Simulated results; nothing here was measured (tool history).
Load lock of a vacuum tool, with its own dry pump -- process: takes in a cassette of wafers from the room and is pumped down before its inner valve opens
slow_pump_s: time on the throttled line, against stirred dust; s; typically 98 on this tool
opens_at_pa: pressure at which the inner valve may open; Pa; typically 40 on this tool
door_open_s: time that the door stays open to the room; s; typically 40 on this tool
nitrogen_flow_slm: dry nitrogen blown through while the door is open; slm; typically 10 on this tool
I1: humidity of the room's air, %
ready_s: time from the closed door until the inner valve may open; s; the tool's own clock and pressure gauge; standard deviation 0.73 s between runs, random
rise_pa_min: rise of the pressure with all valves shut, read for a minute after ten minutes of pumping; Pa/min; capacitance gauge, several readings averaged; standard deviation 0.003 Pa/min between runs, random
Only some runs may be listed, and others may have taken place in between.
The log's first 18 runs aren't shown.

{"run": 19, "hour": 3826.1, "slow_pump_s": 98, "opens_at_pa": 40, "door_open_s": 51, "nitrogen_flow_slm": 40, "I1": 47.2, "ready_s": 141.9, "rise_pa_min": 0.025}
{"run": 20, "hour": 4065.8, "slow_pump_s": 71, "opens_at_pa": 37, "door_open_s": 164, "nitrogen_flow_slm": 21, "I1": 47.9, "ready_s": 118.5, "rise_pa_min": 0.076}
{"run": 21, "hour": 4244.8, "slow_pump_s": 49, "opens_at_pa": 37, "door_open_s": 164, "nitrogen_flow_slm": 14, "I1": 43.6, "ready_s": 101.4, "rise_pa_min": 0.086}
{"run": 22, "hour": 4512.7, "slow_pump_s": 63, "opens_at_pa": 50, "door_open_s": 90, "nitrogen_flow_slm": 10, "I1": 45.2, "ready_s": 109.7, "rise_pa_min": 0.065}
{"run": 23, "hour": 4705.9, "slow_pump_s": 63, "opens_at_pa": 50, "door_open_s": 90, "nitrogen_flow_slm": 10, "I1": 41.0, "ready_s": 112.4, "rise_pa_min": 0.053}
{"run": 24, "hour": 5004.5, "slow_pump_s": 63, "opens_at_pa": 50, "door_open_s": 90, "nitrogen_flow_slm": 10, "I1": 42.6, "ready_s": 111.2, "rise_pa_min": 0.066}
{"run": 25, "hour": 5134.5, "slow_pump_s": 52, "opens_at_pa": 34, "door_open_s": 126, "nitrogen_flow_slm": 32, "I1": 44.5, "ready_s": 105.4, "rise_pa_min": 0.044}
{"run": 26, "hour": 5409.3, "slow_pump_s": 125, "opens_at_pa": 63, "door_open_s": 134, "nitrogen_flow_slm": 17, "I1": 44.0, "ready_s": 162.1, "rise_pa_min": 0.068}
{"run": 27, "hour": 5611.1, "slow_pump_s": 51, "opens_at_pa": 63, "door_open_s": 85, "nitrogen_flow_slm": 17, "I1": 41.1, "ready_s": 99.5, "rise_pa_min": 0.042}
{"run": 28, "hour": 5743.4, "slow_pump_s": 188, "opens_at_pa": 35, "door_open_s": 66, "nitrogen_flow_slm": 11, "I1": 43.3, "ready_s": 221.5, "rise_pa_min": 0.048}
{"run": 29, "hour": 5955.6, "slow_pump_s": 188, "opens_at_pa": 35, "door_open_s": 54, "nitrogen_flow_slm": 11, "I1": 43.2, "ready_s": 223.6, "rise_pa_min": 0.036}
{"run": 30, "hour": 6229.9, "slow_pump_s": 168, "opens_at_pa": 40, "door_open_s": 134, "nitrogen_flow_slm": 33, "I1": 45.9, "ready_s": 203.4, "rise_pa_min": 0.043}
{"run": 31, "hour": 6377.4, "slow_pump_s": 95, "opens_at_pa": 40, "door_open_s": 134, "nitrogen_flow_slm": 10, "I1": 45.4, "ready_s": 140.3, "rise_pa_min": 0.083}
{"run": 32, "hour": 6605.3, "slow_pump_s": 95, "opens_at_pa": 40, "door_open_s": 134, "nitrogen_flow_slm": 10, "I1": 46.0, "ready_s": 140.3, "rise_pa_min": 0.088}
{"run": 33, "hour": 6751.9, "slow_pump_s": 95, "opens_at_pa": 39, "door_open_s": 31, "nitrogen_flow_slm": 26, "I1": 46.3, "ready_s": 141.3, "rise_pa_min": 0.019}
{"run": 34, "hour": 6975.1, "slow_pump_s": 95, "opens_at_pa": 39, "door_open_s": 31, "nitrogen_flow_slm": 26, "I1": 44.2, "ready_s": 141.0, "rise_pa_min": 0.023}
{"run": 35, "hour": 7111.6, "slow_pump_s": 95, "opens_at_pa": 39, "door_open_s": 31, "nitrogen_flow_slm": 26, "I1": 47.1, "ready_s": 141.9, "rise_pa_min": 0.022}
{"run": 36, "hour": 7402.5, "slow_pump_s": 98, "opens_at_pa": 40, "door_open_s": 98, "nitrogen_flow_slm": 29, "I1": 44.5, "ready_s": 142.3, "rise_pa_min": 0.041}
{"run": 37, "hour": 7613.6, "slow_pump_s": 158, "opens_at_pa": 40, "door_open_s": 98, "nitrogen_flow_slm": 8, "I1": 45.0, "ready_s": 194.8, "rise_pa_min": 0.078}

Alternative continuations, all from the tool just after run 37; predict every row:
{"run": "A", "hour": 7839.2, "slow_pump_s": 158, "opens_at_pa": 40, "door_open_s": 96, "nitrogen_flow_slm": 8, "I1": 47.5, "ready_s": "?", "rise_pa_min": "?"}
{"run": "B", "hour": 7839.2, "slow_pump_s": 158, "opens_at_pa": 40, "door_open_s": 98, "nitrogen_flow_slm": 20, "I1": 46.3, "ready_s": "?", "rise_pa_min": "?"}
{"run": "C", "hour": 7839.2, "slow_pump_s": 141, "opens_at_pa": 53, "door_open_s": 27, "nitrogen_flow_slm": 8, "I1": 44.8, "ready_s": "?", "rise_pa_min": "?"}

run=A ready_s=193.4 rise_pa_min=0.074
run=B ready_s=194.6 rise_pa_min=0.049
run=C ready_s=178.7 rise_pa_min=0.028
Had the tool no hidden state, the same runs would have come out as:
run=A ready_s=193.3 rise_pa_min=0.072
run=B ready_s=194.6 rise_pa_min=0.048
run=C ready_s=178.7 rise_pa_min=0.026
